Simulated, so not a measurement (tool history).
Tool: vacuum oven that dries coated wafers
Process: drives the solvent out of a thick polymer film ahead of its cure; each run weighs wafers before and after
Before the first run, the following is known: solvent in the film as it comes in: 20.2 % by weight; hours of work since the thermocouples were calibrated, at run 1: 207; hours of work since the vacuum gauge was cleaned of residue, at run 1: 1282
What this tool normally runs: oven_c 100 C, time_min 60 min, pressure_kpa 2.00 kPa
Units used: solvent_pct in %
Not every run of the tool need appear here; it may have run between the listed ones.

run	day	oven_c	time_min	pressure_kpa	hours of work since the thermocouples were calibrated	hours of work since the vacuum gauge was cleaned of residue	solvent_pct
1	0.000	100	60	2.00	207	1282	3.87
2	1.788	100	60	2.00	240	1315	3.90
3	3.104	100	60	2.00	264	1339	3.86
4	4.404	100	60	2.00	288	1363	3.74
5	6.025	100	60	2.00	318	1393	3.85
6	7.758	100	60	2.00	350	1425	3.87
7	9.312	100	60	2.00	378	1453	3.72
8	11.296	100	60	2.00	415	1490	3.67
9	13.171	100	39	2.00	449	1524	5.93
10	14.400	100	60	2.00	472	1547	3.80
11	15.429	100	60	2.00	491	1566	3.78
12	16.575	100	60	2.00	512	1587	3.71
13	18.258	100	60	2.00	543	1618	3.73
14	19.833	100	60	2.00	572	1647	3.71
15	21.004	100	56	2.00	593	1668	4.01
16	22.383	100	56	2.00	619	1694	3.99
17	24.396	100	56	2.00	656	1731	4.10
18	25.688	100	56	2.00	680	1755	4.01
19	27.054	100	60	2.00	705	1780	3.74
20	29.154	100	60	4.26	743	1818	4.60
21	30.279	100	34	1.06	764	1839	6.46
22	31.846	100	34	1.06	793	1868	6.23
23	33.683	100	34	1.06	827	1902	6.25
24	35.550	100	34	1.06	861	1936	6.33
25	37.525	100	56	2.00	897	1972	3.97
26	39.300	98	49	2.00	930	2005	5.26
27	40.646	98	49	2.00	955	2030	5.20
28	41.667	98	49	2.00	974	2049	5.20
29	43.562	98	34	2.04	1009	2084	7.02
30	44.667	104	31	1.61	1029	2104	5.73
31	45.608	93	31	1.61	1046	2121	9.10
# day 47.692: oven's thermocouples calibrated
32	47.692	92	57	7.28	0	2158	9.29
33	49.679	111	42	2.00	37	2195	2.92
34	51.704	111	42	2.00	74	2232	2.90
35	53.467	91	87	1.75	106	2264	4.93
36	55.554	91	87	1.75	145	2303	4.85
37	57.100	98	87	1.75	173	2331	2.92
38	59.083	98	87	1.75	210	2368	2.92
39	59.992	100	60	5.93	226	2384	5.66
40	61.808	100	60	5.93	260	2418	5.58

Below are 5 alternative next runs, each starting from the tool's condition after run 40. Predict each:
A	62.908	97	61	3.15	280	2438	?
B	62.908	93	60	1.01	280	2438	?
C	62.908	90	91	2.01	280	2438	?
D	62.908	106	60	2.00	280	2438	?
E	62.908	95	103	6.99	280	2438	?

run	solvent_pct
A	5.30
B	5.77
C	5.06
D	2.68
E	5.90
Without the tool's unlogged condition, the same runs would have read:
run	solvent_pct
A	4.86
B	5.30
C	4.47
D	2.31
E	5.34

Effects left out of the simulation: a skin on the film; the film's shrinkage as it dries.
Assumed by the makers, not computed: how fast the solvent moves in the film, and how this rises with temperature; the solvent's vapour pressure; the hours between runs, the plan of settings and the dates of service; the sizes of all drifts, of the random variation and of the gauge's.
